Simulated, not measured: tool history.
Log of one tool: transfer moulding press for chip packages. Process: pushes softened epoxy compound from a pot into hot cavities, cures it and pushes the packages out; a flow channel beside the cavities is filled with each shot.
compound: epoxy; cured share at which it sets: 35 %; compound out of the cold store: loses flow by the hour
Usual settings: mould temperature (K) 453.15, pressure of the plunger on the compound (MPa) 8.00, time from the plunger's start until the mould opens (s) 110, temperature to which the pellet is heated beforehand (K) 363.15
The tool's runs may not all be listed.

| run | day | mould temperature (K) | pressure of the plunger on the compound (MPa) | time from the plunger's start until the mould opens (s) | temperature to which the pellet is heated beforehand (K) | incoming compound's hours out of the cold store | length that the compound runs in the flow channel (mm) | greatest force on the pins that push the packages out (N) |
|---|---|---|---|---|---|---|---|---|
| 1 | 0.000 | 453.15 | 8.00 | 110 | 363.15 | 26.8 | 877 | 657 |
| 2 | 0.283 | 459.15 | 8.00 | 110 | 363.15 | 43.9 | 822 | 609 |
| 3 | 0.488 | 459.15 | 8.00 | 110 | 363.15 | 8.7 | 891 | 613 |
| 4 | 0.750 | 459.15 | 8.00 | 110 | 363.15 | 10.1 | 883 | 629 |
| 5 | 0.979 | 459.15 | 8.00 | 110 | 353.15 | 37.8 | 828 | 671 |
| 6 | 1.254 | 459.15 | 8.00 | 110 | 353.15 | 17.1 | 870 | 701 |
|  | 1.350 | cavities cleaned with cleaning compound and waxed |
| 7 | 1.508 | 453.15 | 8.00 | 119 | 363.15 | 20.1 | 883 | 914 |
| 8 | 1.783 | 453.15 | 8.00 | 119 | 363.15 | 30.9 | 864 | 897 |
| 9 | 1.992 | 453.15 | 8.00 | 110 | 363.15 | 41.6 | 844 | 987 |
|  | 2.375 | cavities cleaned with cleaning compound and waxed, once more |
| 10 | 2.462 | 445.15 | 6.19 | 121 | 367.15 | 26.7 | 799 | 713 |
| 11 | 2.688 | 445.15 | 6.19 | 95 | 362.15 | 37.9 | 778 | 1273 |
| 12 | 2.946 | 445.15 | 6.19 | 146 | 367.15 | 28.4 | 797 | 607 |
| 13 | 3.233 | 445.15 | 6.19 | 146 | 367.15 | 15.1 | 821 | 676 |
| 14 | 3.588 | 453.15 | 7.21 | 147 | 364.15 | 39.6 | 805 | 588 |
| 15 | 4.021 | 453.15 | 7.21 | 147 | 364.15 | 40.1 | 803 | 630 |
| 16 | 4.475 | 450.15 | 8.00 | 123 | 363.15 | 15.0 | 911 | 817 |
| 17 | 4.925 | 458.15 | 9.16 | 123 | 366.15 | 44.5 | 869 | 723 |

4 ways to go on from here, each from the tool as it stands after run 17. What would each give?
|  | 5.138 | cavities cleaned with cleaning compound and waxed |
| A | 5.238 | 453.15 | 8.00 | 93 | 363.15 | 32.3 | ? | ? |
|  | 5.138 | cavities cleaned with cleaning compound and waxed |
| B | 5.238 | 446.15 | 7.43 | 110 | 364.15 | 41.1 | ? | ? |
|  | 5.138 | cavities cleaned with cleaning compound and waxed |
| C | 5.238 | 458.15 | 8.00 | 110 | 358.15 | 36.0 | ? | ? |
|  | 5.138 | cavities cleaned with cleaning compound and waxed |
| D | 5.238 | 458.15 | 9.16 | 98 | 356.15 | 35.8 | ? | ? |

| run | length that the compound runs in the flow channel (mm) | greatest force on the pins that push the packages out (N) |
|---|---|---|
| A | 857 | 714 |
| B | 843 | 827 |
| C | 836 | 473 |
| D | 886 | 514 |
Without the tool's hidden state the same runs would have given:
| run | length that the compound runs in the flow channel (mm) | greatest force on the pins that push the packages out (N) |
|---|---|---|
| A | 866 | 663 |
| B | 852 | 768 |
| C | 845 | 441 |
| D | 896 | 480 |

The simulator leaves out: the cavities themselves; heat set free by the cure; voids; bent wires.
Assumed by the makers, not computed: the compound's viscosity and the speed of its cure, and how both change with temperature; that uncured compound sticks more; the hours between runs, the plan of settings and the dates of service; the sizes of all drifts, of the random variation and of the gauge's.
